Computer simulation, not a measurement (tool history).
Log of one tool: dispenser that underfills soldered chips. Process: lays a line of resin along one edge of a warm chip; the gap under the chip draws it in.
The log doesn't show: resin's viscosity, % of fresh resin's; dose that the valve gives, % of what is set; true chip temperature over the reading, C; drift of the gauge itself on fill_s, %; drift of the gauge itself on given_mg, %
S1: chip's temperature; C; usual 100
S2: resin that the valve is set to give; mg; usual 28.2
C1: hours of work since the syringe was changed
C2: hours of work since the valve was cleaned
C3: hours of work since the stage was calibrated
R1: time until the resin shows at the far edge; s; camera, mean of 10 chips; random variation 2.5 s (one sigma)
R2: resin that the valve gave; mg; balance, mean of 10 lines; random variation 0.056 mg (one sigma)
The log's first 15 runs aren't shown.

-- day=2.892 new syringe of resin
run 16 day=3.017 | S1=100 S2=28.2 | C1=2 C2=32 C3=185 | R1=266.2 R2=27.68
run 17 day=3.154 | S1=100 S2=28.2 | C1=4 C2=34 C3=188 | R1=302.0 R2=27.74
run 18 day=3.262 | S1=89 S2=34.3 | C1=6 C2=36 C3=190 | R1=506.6 R2=33.66
-- day=3.350 new syringe of resin
run 19 day=3.504 | S1=104 S2=28.2 | C1=3 C2=40 C3=193 | R1=228.8 R2=27.57
run 20 day=3.650 | S1=93 S2=28.2 | C1=5 C2=42 C3=196 | R1=407.2 R2=27.56
-- day=3.817 dispensing valve cleaned and set on the balance
-- day=3.850 new syringe of resin
run 21 day=3.925 | S1=107 S2=26.8 | C1=1 C2=2 C3=199 | R1=186.2 R2=26.64
run 22 day=4.146 | S1=99 S2=30.2 | C1=5 C2=5 C3=203 | R1=313.6 R2=29.98
run 23 day=4.258 | S1=99 S2=30.2 | C1=7 C2=7 C3=205 | R1=344.4 R2=30.18
-- day=4.304 new syringe of resin
run 24 day=4.421 | S1=99 S2=30.2 | C1=2 C2=10 C3=207 | R1=272.7 R2=29.90
run 25 day=4.588 | S1=99 S2=30.2 | C1=5 C2=12 C3=210 | R1=315.5 R2=29.96
-- day=4.767 new syringe of resin
run 26 day=4.804 | S1=109 S2=33.6 | C1=1 C2=16 C3=214 | R1=169.3 R2=33.22
run 27 day=5.029 | S1=106 S2=24.2 | C1=4 C2=19 C3=217 | R1=250.8 R2=23.90
run 28 day=5.154 | S1=106 S2=24.2 | C1=6 C2=22 C3=219 | R1=270.8 R2=23.87
-- day=5.238 new syringe of resin
run 29 day=5.346 | S1=100 S2=26.3 | C1=2 C2=24 C3=222 | R1=260.9 R2=25.94
run 30 day=5.562 | S1=89 S2=25.5 | C1=5 C2=28 C3=226 | R1=494.9 R2=25.02
-- day=5.692 new syringe of resin
run 31 day=5.817 | S1=106 S2=24.1 | C1=2 C2=32 C3=230 | R1=211.7 R2=23.64
run 32 day=6.046 | S1=85 S2=29.4 | C1=6 C2=36 C3=234 | R1=594.8 R2=28.80
-- day=6.158 new syringe of resin
run 33 day=6.204 | S1=85 S2=29.4 | C1=1 C2=38 C3=236 | R1=460.5 R2=28.75

Forecast each of these 4 alternatives for the next run:
run A day=6.338 | S1=114 S2=29.2 | C1=3 C2=41 C3=238 | R1=? R2=?
run B day=6.338 | S1=91 S2=31.0 | C1=3 C2=41 C3=238 | R1=? R2=?
run C day=6.338 | S1=92 S2=32.5 | C1=3 C2=41 C3=238 | R1=? R2=?
run D day=6.338 | S1=111 S2=35.9 | C1=3 C2=41 C3=238 | R1=? R2=?

run=A R1=159.6 R2=28.47
run=B R1=392.0 R2=30.21
run=C R1=374.0 R2=31.70
run=D R1=172.5 R2=34.94
Without the tool's hidden state the same runs would have given:
run=A R1=142.8 R2=29.19
run=B R1=353.4 R2=30.97
run=C R1=337.3 R2=32.50
run=D R1=154.9 R2=35.82
